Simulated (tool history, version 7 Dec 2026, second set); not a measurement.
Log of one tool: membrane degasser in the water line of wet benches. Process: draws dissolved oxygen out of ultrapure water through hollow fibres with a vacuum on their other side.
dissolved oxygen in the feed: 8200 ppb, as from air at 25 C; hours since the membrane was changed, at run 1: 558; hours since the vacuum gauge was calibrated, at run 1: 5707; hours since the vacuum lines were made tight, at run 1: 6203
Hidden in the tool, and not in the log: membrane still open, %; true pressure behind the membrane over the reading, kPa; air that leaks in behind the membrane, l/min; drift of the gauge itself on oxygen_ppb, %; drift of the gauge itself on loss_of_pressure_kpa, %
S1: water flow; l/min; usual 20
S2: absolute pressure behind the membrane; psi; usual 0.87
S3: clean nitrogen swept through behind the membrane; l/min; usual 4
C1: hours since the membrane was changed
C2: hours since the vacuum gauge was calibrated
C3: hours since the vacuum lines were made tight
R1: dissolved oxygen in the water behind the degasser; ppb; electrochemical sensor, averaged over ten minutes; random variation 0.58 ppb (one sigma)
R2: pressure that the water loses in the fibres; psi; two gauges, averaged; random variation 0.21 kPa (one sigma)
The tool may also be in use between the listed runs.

run,hour,S1,S2,S3,C1,C2,C3,R1,R2
1,0,20,0.87,4,558,5707,6203,50.5,6.894
2,38,24,0.87,4,596,5745,6241,64,8.324
3,96.5,20,0.87,4,655,5804,6299,49.6,6.918
4,152.7,20,0.87,4,711,5860,6356,51.5,6.985
5,210.6,20,0.87,4,769,5918,6414,49.9,6.926
6,255.5,20,0.87,4,814,5963,6458,51.3,6.947
7,321,20,0.87,1.91,879,6028,6524,85.9,6.943
8,375.5,20,0.87,1.91,934,6083,6578,85.6,6.944
9,438.2,20,1.144,1.91,997,6145,6641,130.7,6.984
10,499.8,20,1.144,1.91,1058,6207,6703,130.5,6.957
11,547.7,20,0.949,4,1106,6255,6751,57.4,7.01
12,608.8,15,0.949,4,1167,6316,6812,40.2,5.224
13,639.6,22,0.612,2.45,1198,6347,6843,41.1,7.648
14,693.4,20,0.912,2.17,1252,6401,6896,83.4,6.978
15,729.6,12,1.324,4,1288,6437,6933,49.4,4.203
16,776.3,13,0.696,4,1335,6484,6979,19,4.566
17,826.9,13,1.871,2.12,1385,6534,7030,147.9,4.541
18,876,21,1.011,4,1434,6583,7079,67.1,7.337
19,925.1,29,0.78,6.35,1484,6632,7128,57,10.119
20,973.6,13,1.213,3.41,1532,6681,7177,54,4.544
21,1026.4,16,1.783,3.81,1585,6734,7229,104.8,5.597
22,1074.2,16,1.783,3.81,1633,6781,7277,103.5,5.597
23,1122.4,24,0.87,6.61,1681,6830,7325,48.1,8.402

Forecast each of these 5 alternatives for the next run:
A,1186.2,20,0.87,1.72,1745,6894,7389,?,?
B,1186.2,19,1.561,4,1745,6894,7389,?,?
C,1186.2,31,0.687,2.73,1745,6894,7389,?,?
D,1186.2,23,0.87,6.61,1745,6894,7389,?,?
E,1186.2,26,0.612,4,1745,6894,7389,?,?

run,R1,R2
A,92,7.027
B,100.6,6.644
C,77.4,10.931
D,45.1,8.038
E,43.8,9.029
Without the tool's hidden state the same runs would have given:
run,R1,R2
A,91.9,6.927
B,100.6,6.55
C,77.3,10.775
D,45,7.922
E,43.7,8.898
